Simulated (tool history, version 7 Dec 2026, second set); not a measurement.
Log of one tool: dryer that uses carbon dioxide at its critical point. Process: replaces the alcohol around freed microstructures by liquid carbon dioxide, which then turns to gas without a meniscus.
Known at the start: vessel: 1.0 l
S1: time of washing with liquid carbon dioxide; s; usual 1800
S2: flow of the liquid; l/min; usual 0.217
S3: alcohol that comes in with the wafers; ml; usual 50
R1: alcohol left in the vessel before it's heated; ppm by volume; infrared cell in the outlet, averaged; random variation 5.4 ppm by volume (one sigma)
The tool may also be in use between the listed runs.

Run 1, hour 0: usual settings. Result: R1 188 ppm by volume.
Run 2, hour 58.3: usual settings but S2 0.255 l/min. Result: R1 88 ppm by volume.
Run 3, hour 91.2: usual settings but S2 0.255 l/min, S3 46 ml. Result: R1 84 ppm by volume.
Run 4, hour 149.7: usual settings but S2 0.293 l/min. Result: R1 55 ppm by volume.
Run 5, hour 206.7: usual settings but S3 113 ml. Result: R1 463 ppm by volume.
Run 6, hour 263.6: usual settings but S1 2820 s. Result: R1 50 ppm by volume.
Run 7, hour 298: usual settings but S1 2820 s. Result: R1 58 ppm by volume.
Run 8, hour 340.8: usual settings but S1 2820 s. Result: R1 54 ppm by volume.
Run 9, hour 392: usual settings but S1 2820 s. Result: R1 58 ppm by volume.
Run 10, hour 441.4: usual settings but S1 2820 s. Result: R1 68 ppm by volume.
Run 11, hour 469.2: usual settings but S1 2820 s. Result: R1 68 ppm by volume.
Run 12, hour 527.1: usual settings. Result: R1 309 ppm by volume.
Run 13, hour 577.9: usual settings. Result: R1 331 ppm by volume.
Run 14, hour 623: usual settings but S2 0.234 l/min, S3 31 ml. Result: R1 175 ppm by volume.
Run 15, hour 667.7: usual settings but S2 0.168 l/min. Result: R1 983 ppm by volume.
Run 16, hour 711.8: usual settings but S1 2580 s, S2 0.209 l/min, S3 23 ml. Result: R1 92 ppm by volume.
Run 17, hour 739.2: usual settings but S1 2460 s, S2 0.183 l/min, S3 27 ml. Result: R1 154 ppm by volume.
Run 18, hour 789.7: usual settings but S1 1620 s, S2 0.162 l/min, S3 95 ml. Result: R1 1933 ppm by volume.
Run 19, hour 850.7: usual settings but S1 1620 s, S2 0.162 l/min, S3 95 ml. Result: R1 1977 ppm by volume.
Run 20, hour 895.3: usual settings but S2 0.303 l/min, S3 23 ml. Result: R1 93 ppm by volume.
Run 21, hour 943.8: usual settings but S2 0.303 l/min, S3 23 ml. Result: R1 92 ppm by volume.
Run 22, hour 995.5: usual settings but S2 0.303 l/min, S3 23 ml. Result: R1 119 ppm by volume.
Run 23, hour 1049.5: usual settings but S1 2520 s, S3 25 ml. Result: R1 110 ppm by volume.
Run 24, hour 1085.6: usual settings but S1 2460 s, S2 0.151 l/min, S3 36 ml. Result: R1 274 ppm by volume.

Not shown: 1 entry that the log had between the listed runs. Between which runs, and how does the tool's hidden state differ before and after?
Between runs 17 and 18: inlet filter changed (hour 756.9)
  flow that reaches the vessel past the clogged filter, %: 86.1 -> 99.2; alcohol in the recycled carbon dioxide, ppm: 75.9 -> 79.7
  measured less the result without the state, R1: +117 -> +137 ppm by volume

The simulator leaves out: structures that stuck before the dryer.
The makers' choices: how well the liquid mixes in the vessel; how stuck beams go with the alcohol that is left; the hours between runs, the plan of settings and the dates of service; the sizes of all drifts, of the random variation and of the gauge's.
